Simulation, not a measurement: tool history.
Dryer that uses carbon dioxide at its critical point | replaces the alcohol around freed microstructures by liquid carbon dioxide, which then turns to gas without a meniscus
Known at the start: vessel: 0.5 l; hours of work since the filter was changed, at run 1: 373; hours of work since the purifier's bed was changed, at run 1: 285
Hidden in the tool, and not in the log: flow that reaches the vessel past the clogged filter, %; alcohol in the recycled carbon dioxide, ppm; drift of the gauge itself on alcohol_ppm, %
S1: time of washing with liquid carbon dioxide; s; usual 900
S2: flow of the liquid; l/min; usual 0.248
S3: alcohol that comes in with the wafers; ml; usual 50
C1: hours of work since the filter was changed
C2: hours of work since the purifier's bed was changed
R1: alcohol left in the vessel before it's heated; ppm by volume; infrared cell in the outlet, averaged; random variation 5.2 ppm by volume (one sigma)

run	hour	S1	S2	S3	C1	C2	R1
1	0	900	0.248	50	373	285	214
2	10.5	900	0.248	48	380	292	216
3	23.3	900	0.248	50	389	301	219
4	34.3	900	0.176	50	397	309	1219
5	42.4	900	0.248	22	402	315	142
6	55.7	900	0.248	36	412	324	183
7	67.1	900	0.248	36	420	332	185
8	77.2	900	0.248	36	427	339	190
9	88.5	900	0.248	36	434	347	197
10	101.4	900	0.248	36	443	356	203
11	113.9	900	0.248	36	452	365	202
12	124.8	900	0.248	36	460	372	204
13	135	900	0.189	36	467	379	714
14	141.7	1440	0.189	29	472	384	93
15	148.1	1440	0.189	29	476	389	94
16	159.5	720	0.248	55	484	397	833
17	167	1140	0.397	104	489	402	75
18	174.4	720	0.153	67	495	407	6528
19	182	720	0.153	67	500	412	6713
# hour 194.6: inlet filter changed
20	195.3	540	0.181	90	0	421	8182
21	202.2	540	0.181	90	5	426	8630
22	210.2	540	0.3	67	11	431	864
23	221.2	1200	0.248	40	19	439	82
24	229	660	0.248	86	24	444	1070
25	239.6	720	0.296	25	31	452	136

5 ways to go on from here, each from the tool as it stands after run 25. What would each give?
A	250.1	1260	0.248	50	39	459	?
B	250.1	720	0.296	95	39	459	?
C	250.1	600	0.248	50	39	459	?
D	250.1	1380	0.248	22	39	459	?
E	250.1	720	0.236	24	39	459	?

run	R1
A	81
B	309
C	1013
D	89
E	312
Without the tool's hidden state the same runs would have given:
run	R1
A	5
B	218
C	886
D	12
E	223
